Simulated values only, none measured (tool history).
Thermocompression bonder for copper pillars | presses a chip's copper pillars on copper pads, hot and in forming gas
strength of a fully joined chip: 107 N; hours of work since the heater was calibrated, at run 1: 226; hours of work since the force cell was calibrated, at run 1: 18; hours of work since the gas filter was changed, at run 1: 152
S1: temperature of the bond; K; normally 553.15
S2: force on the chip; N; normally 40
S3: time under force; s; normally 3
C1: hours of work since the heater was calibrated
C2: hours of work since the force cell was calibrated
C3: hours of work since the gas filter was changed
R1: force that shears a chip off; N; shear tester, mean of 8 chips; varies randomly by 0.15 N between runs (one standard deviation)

| run | hour | S1 | S2 | S3 | C1 | C2 | C3 | R1 |
|---|---|---|---|---|---|---|---|---|
| 1 | 0 | 553.15 | 40 | 3 | 226 | 18 | 152 | 48.6 |
| 2 | 15.5 | 526.15 | 40 | 3 | 235 | 28 | 161 | 36.2 |
| 3 | 28.3 | 526.15 | 40 | 3 | 243 | 36 | 169 | 35.9 |
| 4 | 40 | 553.15 | 40 | 3 | 250 | 43 | 176 | 48.5 |
| 5 | 50.9 | 553.15 | 40 | 3 | 257 | 50 | 183 | 48.6 |
| 6 | 67.3 | 553.15 | 40 | 4 | 267 | 60 | 193 | 53.3 |
|  | 70.9 | force cell calibrated |
|  | 82 | forming gas filter changed |
| 7 | 84.2 | 553.15 | 40 | 4 | 276 | 8 | 1 | 54.7 |
| 8 | 95.1 | 553.15 | 40 | 4 | 283 | 15 | 8 | 54.7 |
| 9 | 116.3 | 553.15 | 57 | 4 | 296 | 28 | 21 | 69.4 |
| 10 | 131.7 | 563.15 | 31 | 7 | 306 | 37 | 30 | 59.8 |
| 11 | 152.9 | 539.15 | 27 | 3 | 319 | 50 | 44 | 30.4 |
| 12 | 175.7 | 553.15 | 54 | 3 | 333 | 64 | 58 | 61 |
| 13 | 191.9 | 579.15 | 58 | 3 | 343 | 74 | 67 | 77.4 |

Predict the results of run 14:
|  | 195.3 | force cell calibrated, once more |
| 14 | 214.8 | 569.15 | 34 | 6 | 356 | 12 | 81 | ? |

Run 14 measured R1 63.6 N.
With the hidden condition absent and the run-to-run variation left alone, this run would have shown R1 64.6 N.

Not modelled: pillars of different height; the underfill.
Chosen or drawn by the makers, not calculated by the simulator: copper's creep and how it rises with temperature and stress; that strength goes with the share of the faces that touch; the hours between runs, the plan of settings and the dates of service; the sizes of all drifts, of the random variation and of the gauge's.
